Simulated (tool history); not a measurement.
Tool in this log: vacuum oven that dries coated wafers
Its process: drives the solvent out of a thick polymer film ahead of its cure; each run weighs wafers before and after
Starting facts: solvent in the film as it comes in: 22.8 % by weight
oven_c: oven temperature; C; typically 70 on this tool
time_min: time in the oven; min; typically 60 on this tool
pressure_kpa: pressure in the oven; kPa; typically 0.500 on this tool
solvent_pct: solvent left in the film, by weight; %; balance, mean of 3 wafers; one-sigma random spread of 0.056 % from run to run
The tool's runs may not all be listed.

{"run": 1, "day": 0.0, "oven_c": 70, "time_min": 60, "pressure_kpa": 0.5, "solvent_pct": 2.51}
{"run": 2, "day": 1.054, "oven_c": 70, "time_min": 60, "pressure_kpa": 0.5, "solvent_pct": 2.46}
{"run": 3, "day": 2.054, "oven_c": 70, "time_min": 60, "pressure_kpa": 0.5, "solvent_pct": 2.5}
{"run": 4, "day": 2.683, "oven_c": 70, "time_min": 60, "pressure_kpa": 0.5, "solvent_pct": 2.47}
{"run": 5, "day": 3.3, "oven_c": 70, "time_min": 60, "pressure_kpa": 0.5, "solvent_pct": 2.49}
{"run": 6, "day": 3.929, "oven_c": 70, "time_min": 60, "pressure_kpa": 0.5, "solvent_pct": 2.46}
{"run": 7, "day": 4.675, "oven_c": 70, "time_min": 60, "pressure_kpa": 0.303, "solvent_pct": 2.23}
{"run": 8, "day": 5.512, "oven_c": 70, "time_min": 60, "pressure_kpa": 0.303, "solvent_pct": 2.2}
{"run": 9, "day": 5.958, "oven_c": 70, "time_min": 60, "pressure_kpa": 0.303, "solvent_pct": 2.17}
{"run": 10, "day": 6.829, "oven_c": 70, "time_min": 60, "pressure_kpa": 0.303, "solvent_pct": 2.25}
{"run": 11, "day": 7.479, "oven_c": 70, "time_min": 60, "pressure_kpa": 0.303, "solvent_pct": 2.29}
{"run": 12, "day": 7.938, "oven_c": 70, "time_min": 60, "pressure_kpa": 0.5, "solvent_pct": 2.51}
{"run": 13, "day": 8.467, "oven_c": 70, "time_min": 60, "pressure_kpa": 0.5, "solvent_pct": 2.52}
{"run": 14, "day": 9.067, "oven_c": 70, "time_min": 60, "pressure_kpa": 0.5, "solvent_pct": 2.38}
{"run": 15, "day": 9.554, "oven_c": 70, "time_min": 40, "pressure_kpa": 0.5, "solvent_pct": 4.54}
{"run": 16, "day": 10.375, "oven_c": 77, "time_min": 56, "pressure_kpa": 0.459, "solvent_pct": 0.99}
{"run": 17, "day": 10.883, "oven_c": 72, "time_min": 61, "pressure_kpa": 1.113, "solvent_pct": 2.72}
{"run": 18, "day": 11.925, "oven_c": 74, "time_min": 41, "pressure_kpa": 0.323, "solvent_pct": 2.61}
{"run": 19, "day": 12.475, "oven_c": 61, "time_min": 41, "pressure_kpa": 0.323, "solvent_pct": 8.55}
{"run": 20, "day": 13.312, "oven_c": 61, "time_min": 41, "pressure_kpa": 0.331, "solvent_pct": 8.57}
{"run": 21, "day": 13.788, "oven_c": 73, "time_min": 60, "pressure_kpa": 0.908, "solvent_pct": 2.17}
{"run": 22, "day": 14.712, "oven_c": 70, "time_min": 34, "pressure_kpa": 0.529, "solvent_pct": 5.47}
{"run": 23, "day": 15.796, "oven_c": 70, "time_min": 42, "pressure_kpa": 0.925, "solvent_pct": 4.78}
{"run": 24, "day": 16.821, "oven_c": 70, "time_min": 42, "pressure_kpa": 0.925, "solvent_pct": 4.81}
{"run": 25, "day": 17.658, "oven_c": 58, "time_min": 40, "pressure_kpa": 0.554, "solvent_pct": 10.55}
{"run": 26, "day": 18.354, "oven_c": 58, "time_min": 40, "pressure_kpa": 0.554, "solvent_pct": 10.21}
{"run": 27, "day": 19.229, "oven_c": 58, "time_min": 40, "pressure_kpa": 0.554, "solvent_pct": 10.47}
{"run": 28, "day": 20.142, "oven_c": 73, "time_min": 51, "pressure_kpa": 0.5, "solvent_pct": 2.28}

What if the next run were any one of these 5? Each begins from the tool's condition after run 28:
{"run": "A", "day": 20.983, "oven_c": 70, "time_min": 98, "pressure_kpa": 0.5, "solvent_pct": "?"}
{"run": "B", "day": 20.983, "oven_c": 70, "time_min": 61, "pressure_kpa": 0.5, "solvent_pct": "?"}
{"run": "C", "day": 20.983, "oven_c": 73, "time_min": 101, "pressure_kpa": 0.278, "solvent_pct": "?"}
{"run": "D", "day": 20.983, "oven_c": 71, "time_min": 71, "pressure_kpa": 0.393, "solvent_pct": "?"}
{"run": "E", "day": 20.983, "oven_c": 70, "time_min": 60, "pressure_kpa": 1.29, "solvent_pct": "?"}

run=A solvent_pct=1.16
run=B solvent_pct=2.40
run=C solvent_pct=0.46
run=D solvent_pct=1.47
run=E solvent_pct=3.67
Take away the tool's hidden state, keep each run's random variation, and the runs would have read:
run=A solvent_pct=1.14
run=B solvent_pct=2.36
run=C solvent_pct=0.45
run=D solvent_pct=1.44
run=E solvent_pct=3.63

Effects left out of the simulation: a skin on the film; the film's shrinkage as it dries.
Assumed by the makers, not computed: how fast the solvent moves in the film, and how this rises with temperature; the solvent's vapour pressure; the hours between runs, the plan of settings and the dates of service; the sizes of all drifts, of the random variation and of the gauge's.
